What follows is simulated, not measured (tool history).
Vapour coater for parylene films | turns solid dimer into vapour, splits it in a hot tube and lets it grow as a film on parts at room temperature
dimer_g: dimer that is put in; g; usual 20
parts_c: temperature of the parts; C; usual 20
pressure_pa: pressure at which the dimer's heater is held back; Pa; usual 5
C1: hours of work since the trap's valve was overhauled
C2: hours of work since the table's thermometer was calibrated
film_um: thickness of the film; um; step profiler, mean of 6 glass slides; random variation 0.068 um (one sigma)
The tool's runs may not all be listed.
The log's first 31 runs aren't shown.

run 32 day=46.975 | dimer_g=20 parts_c=17 pressure_pa=11.27 | C1=270 C2=672 | film_um=7.23
run 33 day=48.596 | dimer_g=29 parts_c=20 pressure_pa=10.73 | C1=291 C2=693 | film_um=9.66
run 34 day=50.392 | dimer_g=9 parts_c=20 pressure_pa=3.95 | C1=314 C2=716 | film_um=3.18
-- day=51.896 trap's valve overhauled
run 35 day=52.579 | dimer_g=10 parts_c=15 pressure_pa=5 | C1=9 C2=742 | film_um=4.38
run 36 day=53.933 | dimer_g=13 parts_c=24 pressure_pa=2.84 | C1=26 C2=759 | film_um=4.82
run 37 day=55.042 | dimer_g=25 parts_c=28 pressure_pa=6.71 | C1=40 C2=773 | film_um=8.1
run 38 day=56.721 | dimer_g=29 parts_c=20 pressure_pa=5.41 | C1=62 C2=795 | film_um=11.12
run 39 day=57.879 | dimer_g=27 parts_c=27 pressure_pa=5 | C1=77 C2=810 | film_um=8.85
-- day=59.108 table's thermometer calibrated
run 40 day=59.375 | dimer_g=27 parts_c=27 pressure_pa=5 | C1=96 C2=3 | film_um=9.21
run 41 day=60.338 | dimer_g=14 parts_c=23 pressure_pa=5.42 | C1=108 C2=16 | film_um=5.12
run 42 day=62.079 | dimer_g=14 parts_c=23 pressure_pa=5.42 | C1=130 C2=38 | film_um=5.09
run 43 day=63.854 | dimer_g=14 parts_c=23 pressure_pa=5.42 | C1=153 C2=61 | film_um=4.99
run 44 day=64.992 | dimer_g=14 parts_c=18 pressure_pa=5.42 | C1=168 C2=76 | film_um=5.49
run 45 day=66.225 | dimer_g=10 parts_c=12 pressure_pa=2.1 | C1=183 C2=91 | film_um=4.81
run 46 day=67.625 | dimer_g=14 parts_c=19 pressure_pa=4.42 | C1=201 C2=109 | film_um=5.51

Forecast each of these 4 alternatives for the next run:
run A day=69.6 | dimer_g=13 parts_c=21 pressure_pa=3.5 | C1=227 C2=135 | film_um=?
run B day=69.6 | dimer_g=20 parts_c=29 pressure_pa=5 | C1=227 C2=135 | film_um=?
run C day=69.6 | dimer_g=20 parts_c=19 pressure_pa=4.42 | C1=227 C2=135 | film_um=?
run D day=69.6 | dimer_g=20 parts_c=14 pressure_pa=5 | C1=227 C2=135 | film_um=?

run=A film_um=4.85
run=B film_um=6.19
run=C film_um=7.66
run=D film_um=8.55
Without the tool's hidden state the same runs would have given:
run=A film_um=5.26
run=B film_um=6.72
run=C film_um=8.31
run=D film_um=9.27
